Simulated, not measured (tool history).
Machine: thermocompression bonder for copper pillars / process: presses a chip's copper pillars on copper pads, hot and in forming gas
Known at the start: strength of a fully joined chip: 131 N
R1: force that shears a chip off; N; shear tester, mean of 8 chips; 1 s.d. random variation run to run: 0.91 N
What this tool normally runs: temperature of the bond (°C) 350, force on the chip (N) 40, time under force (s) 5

Run 1, hour 0: usual settings. Result: R1 69.1 N.
Run 2, hour 5.6: usual settings. Result: R1 70.1 N.
Run 3, hour 14.1: usual settings. Result: R1 68.7 N.
Run 4, hour 21.7: usual settings. Result: R1 68.1 N.
Run 5, hour 30.2: usual settings but force on the chip (N) 25. Result: R1 56.5 N.
Run 6, hour 35.2: usual settings. Result: R1 66.8 N.
Run 7, hour 39.9: usual settings. Result: R1 67.5 N.
Run 8, hour 50.3: usual settings but force on the chip (N) 50. Result: R1 74.1 N.
Run 9, hour 58.2: usual settings but force on the chip (N) 32. Result: R1 63.4 N.
Run 10, hour 65.9: usual settings but force on the chip (N) 32. Result: R1 62.2 N.
Run 11, hour 73.9: usual settings but force on the chip (N) 32. Result: R1 62.9 N.
At hour 75.2: forming gas filter changed.
Run 12, hour 80.1: usual settings. Result: R1 72.4 N.
Run 13, hour 89.3: usual settings. Result: R1 76.1 N.
Run 14, hour 95.5: usual settings but force on the chip (N) 48. Result: R1 79.1 N.
Run 15, hour 101.4: usual settings but force on the chip (N) 48. Result: R1 80.4 N.
Run 16, hour 107.7: usual settings but force on the chip (N) 48. Result: R1 80.8 N.
Run 17, hour 118.2: usual settings but force on the chip (N) 48. Result: R1 81.6 N.
At hour 120.6: force cell calibrated.
Run 18, hour 127.4: usual settings but force on the chip (N) 43. Result: R1 76.9 N.
Run 19, hour 137.8: usual settings but force on the chip (N) 43. Result: R1 76.9 N.
Run 20, hour 145.2: usual settings but force on the chip (N) 43. Result: R1 76.6 N.
Run 21, hour 153.9: usual settings but force on the chip (N) 43, time under force (s) 8. Result: R1 88.8 N.
Run 22, hour 164.1: usual settings but temperature of the bond (°C) 367, time under force (s) 11. Result: R1 100.9 N.
Run 23, hour 169.4: usual settings but temperature of the bond (°C) 367, time under force (s) 11. Result: R1 100.1 N.
At hour 173.6: force cell calibrated, once more.
Run 24, hour 178.4: usual settings but temperature of the bond (°C) 367, time under force (s) 11. Result: R1 101.7 N.
Run 25, hour 184: usual settings but temperature of the bond (°C) 371, time under force (s) 12. Result: R1 104.3 N.
Run 26, hour 193.8: usual settings but temperature of the bond (°C) 371, time under force (s) 12. Result: R1 105.2 N.
Run 27, hour 199.1: usual settings but temperature of the bond (°C) 371, time under force (s) 12. Result: R1 104.9 N.
Run 28, hour 208.1: usual settings but temperature of the bond (°C) 379, force on the chip (N) 32, time under force (s) 3. Result: R1 71.6 N.
Run 29, hour 215.5: usual settings but temperature of the bond (°C) 377, force on the chip (N) 48, time under force (s) 7. Result: R1 99.9 N.
Run 30, hour 221.7: usual settings but temperature of the bond (°C) 366, force on the chip (N) 35, time under force (s) 11. Result: R1 96.7 N.
Run 31, hour 228.4: usual settings but temperature of the bond (°C) 366, force on the chip (N) 35, time under force (s) 11. Result: R1 96.8 N.
Run 32, hour 234.5: usual settings but time under force (s) 3. Result: R1 61.8 N.
Run 33, hour 242.3: usual settings but temperature of the bond (°C) 373, force on the chip (N) 36. Result: R1 82.8 N.
Run 34, hour 248.3: usual settings but temperature of the bond (°C) 331, force on the chip (N) 36, time under force (s) 13. Result: R1 80.7 N.
Run 35, hour 259.4: usual settings but temperature of the bond (°C) 325, time under force (s) 13. Result: R1 80.6 N.
Run 36, hour 268.8: usual settings but temperature of the bond (°C) 325, time under force (s) 13. Result: R1 80.6 N.
Run 37, hour 277.5: usual settings but temperature of the bond (°C) 325, time under force (s) 13. Result: R1 81 N.
Run 38, hour 284.3: usual settings but temperature of the bond (°C) 363, force on the chip (N) 32. Result: R1 73 N.

Here are 5 independent what-if runs from the current tool condition. What would each one return?
Run A, hour 289.6: usual settings but temperature of the bond (°C) 330, force on the chip (N) 32. Result: R1 ?.
Run B, hour 289.6: usual settings but temperature of the bond (°C) 336, force on the chip (N) 56, time under force (s) 4. Result: R1 ?.
Run C, hour 289.6: usual settings but temperature of the bond (°C) 373, force on the chip (N) 32. Result: R1 ?.
Run D, hour 289.6: usual settings but temperature of the bond (°C) 324, force on the chip (N) 32, time under force (s) 3. Result: R1 ?.
Run E, hour 289.6: usual settings but temperature of the bond (°C) 360, force on the chip (N) 29, time under force (s) 14. Result: R1 ?.

run    R1
  A  55.4
  B  69.9
  C  79.8
  D  43.5
  E  92.3
Had the tool no hidden state, the same runs would have come out as:
run    R1
  A  57.9
  B    73
  C  83.4
  D  45.3
  E  96.6

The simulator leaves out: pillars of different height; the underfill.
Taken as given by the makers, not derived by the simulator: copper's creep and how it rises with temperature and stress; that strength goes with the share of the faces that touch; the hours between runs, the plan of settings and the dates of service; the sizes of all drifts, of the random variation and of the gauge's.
